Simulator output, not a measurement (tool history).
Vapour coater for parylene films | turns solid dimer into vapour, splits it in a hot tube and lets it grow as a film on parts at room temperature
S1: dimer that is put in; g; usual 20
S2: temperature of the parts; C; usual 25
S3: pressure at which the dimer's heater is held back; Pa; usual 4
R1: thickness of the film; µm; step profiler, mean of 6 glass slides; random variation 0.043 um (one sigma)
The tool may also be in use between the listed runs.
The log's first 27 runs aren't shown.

run   hour  S1  S2    S3    R1
 28  446.1  15  23  8.12  2.93
 29  456.7  19  25     4  4.09
 30  473.1  23  19  4.65  5.83
 31  497.1  25  25     4  5.33
 32  517.8  28  20  3.89  7.05
 33  528.1  23  25   4.6  4.67
 34  544.3  23  25   4.6  4.73
 35  567.2  23  25   4.6  4.72
 36    587  24  32  3.68  3.99
 37  602.9   9  36  3.94  1.32
 38    620  20  24  2.73  4.66
 39  637.7  20  24  2.73  4.68
     647.5  -- trap's valve overhauled
 40  662.7  20  25  9.18  3.81
 41  678.1  20  19  4.49  5.49
 42  690.7  20  19  4.49  5.41
 43  703.8  13  19  4.49  3.56
 44  727.5  13  19  4.49  3.62
 45  745.4  13  19  4.49  3.51
 46  757.1  35  19  4.34  9.54
 47  771.5  18  21  5.98  4.28
 48  788.1  34  17     4  9.89

3 ways to go on from here, each from the tool as it stands after run 48. What would each give?
  A  800.5  25  17  6.09   ?
  B  800.5  34  17  7.62   ?
  C  800.5  34  17  3.57   ?

run    R1
  A  6.73
  B  8.63
  C  9.91
Without the tool's hidden state the same runs would have given:
run     R1
  A   7.05
  B   9.04
  C  10.15
